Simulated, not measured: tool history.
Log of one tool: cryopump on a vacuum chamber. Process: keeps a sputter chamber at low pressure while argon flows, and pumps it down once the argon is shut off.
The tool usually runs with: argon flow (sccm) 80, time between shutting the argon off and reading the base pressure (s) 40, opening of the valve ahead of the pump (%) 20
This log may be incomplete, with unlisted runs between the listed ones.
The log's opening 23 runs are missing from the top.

run	hour	argon flow (sccm)	time between shutting the argon off and reading the base pressure (s)	opening of the valve ahead of the pump (%)	pressure while argon flows (Pa)	pressure after the wait (uPa)
24	687.9	85	266	58	0.2723	1.16
25	711.6	109	148	49	0.4135	1.49
26	738.1	80	36	37	0.3986	3.75
27	767.7	80	36	37	0.3971	3.98
28	800.1	80	36	37	0.3999	3.81
29	816.7	35	147	37	0.1742	1.57
30	840.1	155	147	44	0.6563	1.53
31	873.8	41	109	17	0.4378	1.85
32	901.2	144	172	21	1.255	1.5
33	935.1	144	90	20	1.3198	2.1

Consider 4 possible next runs. They are alternatives, not a sequence: every one starts from the tool as it was left by run 33. What does each give?
A	959	80	98	29	?	?
B	959	143	101	20	?	?
C	959	42	80	58	?	?
D	959	80	109	15	?	?

run	pressure while argon flows (Pa)	pressure after the wait (uPa)
A	0.508	1.99
B	1.3142	1.96
C	0.138	2.39
D	0.973	1.95
The same runs, with their run-to-run variation unchanged, on a tool lacking any hidden condition would have given:
run	pressure while argon flows (Pa)	pressure after the wait (uPa)
A	0.4928	1.41
B	1.2868	1.39
C	0.13	1.79
D	0.9577	1.37
